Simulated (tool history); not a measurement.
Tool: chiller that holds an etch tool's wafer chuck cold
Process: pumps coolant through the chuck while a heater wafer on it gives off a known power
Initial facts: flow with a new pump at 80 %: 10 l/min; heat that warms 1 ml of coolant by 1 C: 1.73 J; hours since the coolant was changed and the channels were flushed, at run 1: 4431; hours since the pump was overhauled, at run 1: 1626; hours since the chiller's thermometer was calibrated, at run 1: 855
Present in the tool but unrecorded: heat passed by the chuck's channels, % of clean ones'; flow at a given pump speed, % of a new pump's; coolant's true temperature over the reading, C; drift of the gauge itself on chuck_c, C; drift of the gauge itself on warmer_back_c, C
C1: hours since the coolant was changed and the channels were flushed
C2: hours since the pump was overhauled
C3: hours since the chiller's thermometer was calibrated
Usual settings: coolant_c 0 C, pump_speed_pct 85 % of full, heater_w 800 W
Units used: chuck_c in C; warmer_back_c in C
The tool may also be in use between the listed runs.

run 1 hour=0 | coolant_c=0 pump_speed_pct=85 heater_w=800 | C1=4431 C2=1626 C3=855 | chuck_c=9.1 warmer_back_c=2.76
run 2 hour=22.4 | coolant_c=0 pump_speed_pct=85 heater_w=800 | C1=4453 C2=1649 C3=877 | chuck_c=8.9 warmer_back_c=2.79
run 3 hour=53.9 | coolant_c=0 pump_speed_pct=85 heater_w=800 | C1=4485 C2=1680 C3=909 | chuck_c=9.1 warmer_back_c=2.77
run 4 hour=100.6 | coolant_c=-1 pump_speed_pct=85 heater_w=800 | C1=4531 C2=1727 C3=955 | chuck_c=8 warmer_back_c=2.76
run 5 hour=139.6 | coolant_c=-1 pump_speed_pct=85 heater_w=800 | C1=4570 C2=1766 C3=994 | chuck_c=8 warmer_back_c=2.7
run 6 hour=181.5 | coolant_c=2 pump_speed_pct=85 heater_w=800 | C1=4612 C2=1808 C3=1036 | chuck_c=11.2 warmer_back_c=2.74
run 7 hour=203 | coolant_c=2 pump_speed_pct=85 heater_w=800 | C1=4634 C2=1830 C3=1058 | chuck_c=11 warmer_back_c=2.79
run 8 hour=238.2 | coolant_c=2 pump_speed_pct=85 heater_w=800 | C1=4669 C2=1865 C3=1093 | chuck_c=11.2 warmer_back_c=2.74
run 9 hour=264.7 | coolant_c=2 pump_speed_pct=85 heater_w=800 | C1=4696 C2=1891 C3=1119 | chuck_c=11.2 warmer_back_c=2.71
run 10 hour=287.6 | coolant_c=-8 pump_speed_pct=62 heater_w=800 | C1=4718 C2=1914 C3=1142 | chuck_c=2.9 warmer_back_c=3.77
run 11 hour=326.8 | coolant_c=-7 pump_speed_pct=73 heater_w=800 | C1=4758 C2=1953 C3=1181 | chuck_c=2.9 warmer_back_c=3.2
run 12 hour=361.8 | coolant_c=-7 pump_speed_pct=75 heater_w=800 | C1=4793 C2=1988 C3=1216 | chuck_c=2.8 warmer_back_c=3.15
run 13 hour=398.7 | coolant_c=7 pump_speed_pct=70 heater_w=800 | C1=4830 C2=2025 C3=1253 | chuck_c=17.2 warmer_back_c=3.4
run 14 hour=420.3 | coolant_c=7 pump_speed_pct=87 heater_w=1103 | C1=4851 C2=2047 C3=1275 | chuck_c=19.7 warmer_back_c=3.66
run 15 hour=442.6 | coolant_c=7 pump_speed_pct=87 heater_w=1103 | C1=4873 C2=2069 C3=1297 | chuck_c=19.5 warmer_back_c=3.66
run 16 hour=481 | coolant_c=-7 pump_speed_pct=85 heater_w=821 | C1=4912 C2=2107 C3=1336 | chuck_c=2.4 warmer_back_c=2.9
run 17 hour=511.9 | coolant_c=-7 pump_speed_pct=85 heater_w=821 | C1=4943 C2=2138 C3=1367 | chuck_c=2.6 warmer_back_c=2.83
run 18 hour=553.8 | coolant_c=-7 pump_speed_pct=75 heater_w=642 | C1=4985 C2=2180 C3=1408 | chuck_c=0.8 warmer_back_c=2.48

3 ways to go on from here, each from the tool as it stands after run 18. What would each give?
run A hour=585.2 | coolant_c=5 pump_speed_pct=98 heater_w=569 | C1=5016 C2=2212 C3=1440 | chuck_c=? warmer_back_c=?
run B hour=585.2 | coolant_c=4 pump_speed_pct=100 heater_w=800 | C1=5016 C2=2212 C3=1440 | chuck_c=? warmer_back_c=?
run C hour=585.2 | coolant_c=0 pump_speed_pct=85 heater_w=940 | C1=5016 C2=2212 C3=1440 | chuck_c=? warmer_back_c=?

run=A chuck_c=11 warmer_back_c=1.63
run=B chuck_c=12.3 warmer_back_c=2.36
run=C chuck_c=10.7 warmer_back_c=3.28
The same runs, with their run-to-run variation unchanged, on a tool lacking any hidden condition would have given:
run=A chuck_c=10.3 warmer_back_c=1.53
run=B chuck_c=11.3 warmer_back_c=2.23
run=C chuck_c=9.4 warmer_back_c=3.09
